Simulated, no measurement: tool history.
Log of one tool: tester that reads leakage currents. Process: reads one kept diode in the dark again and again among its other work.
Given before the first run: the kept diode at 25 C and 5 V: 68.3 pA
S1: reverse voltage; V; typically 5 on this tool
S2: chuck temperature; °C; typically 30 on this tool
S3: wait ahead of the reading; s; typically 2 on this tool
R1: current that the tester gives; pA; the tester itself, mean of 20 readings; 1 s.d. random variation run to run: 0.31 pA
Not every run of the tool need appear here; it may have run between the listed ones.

| run | day | S1 | S2 | S3 | R1 |
|---|---|---|---|---|---|
| 1 | 0 | 5 | 30 | 2 | 97.55 |
| 2 | 3.462 | 5 | 30 | 0.32 | 98.76 |
|  | 4.788 | chuck's temperature calibrated |
| 3 | 6.254 | 5 | 30 | 2 | 91.22 |
| 4 | 9.292 | 5 | 30 | 2 | 90.93 |
| 5 | 11.942 | 5 | 30 | 2 | 90.9 |
| 6 | 14.225 | 5 | 30 | 2 | 91.05 |
| 7 | 16.15 | 5 | 30 | 2 | 91.59 |
|  | 17.746 | chuck's temperature calibrated, once more |
| 8 | 18.146 | 5 | 52 | 2 | 567.44 |
| 9 | 20.271 | 5 | 52 | 2 | 567.47 |
|  | 21.338 | probe card cleaned and baked |
| 10 | 22.542 | 5 | 52 | 2 | 554.39 |
| 11 | 24.729 | 1.53 | 21 | 0.9 | 28.21 |
| 12 | 28.175 | 3.24 | 21 | 9.53 | 40.23 |
| 13 | 30.029 | 15.8 | 38 | 3.91 | 341.6 |
| 14 | 32.388 | 11.37 | 33 | 3.77 | 199.05 |
| 15 | 35.642 | 11.37 | 24 | 0.31 | 100.14 |
| 16 | 38.433 | 11.37 | 24 | 0.31 | 100.43 |
| 17 | 42.004 | 11.82 | 42 | 0.31 | 404.41 |
| 18 | 44.583 | 3.46 | 26 | 0.44 | 63.94 |
| 19 | 46.329 | 12.97 | 40 | 0.5 | 364.93 |

Forecast each of these 3 alternatives for the next run:
| A | 49.488 | 1.92 | 24 | 0.48 | ? |
| B | 49.488 | 1.08 | 30 | 8.19 | ? |
| C | 49.488 | 4.96 | 28 | 0.9 | ? |

| run | R1 |
|---|---|
| A | 40.64 |
| B | 49.38 |
| C | 89.14 |
The same runs, with their run-to-run variation unchanged, on a tool lacking any hidden condition would have given:
| run | R1 |
|---|---|
| A | 40.16 |
| B | 49.45 |
| C | 87.64 |

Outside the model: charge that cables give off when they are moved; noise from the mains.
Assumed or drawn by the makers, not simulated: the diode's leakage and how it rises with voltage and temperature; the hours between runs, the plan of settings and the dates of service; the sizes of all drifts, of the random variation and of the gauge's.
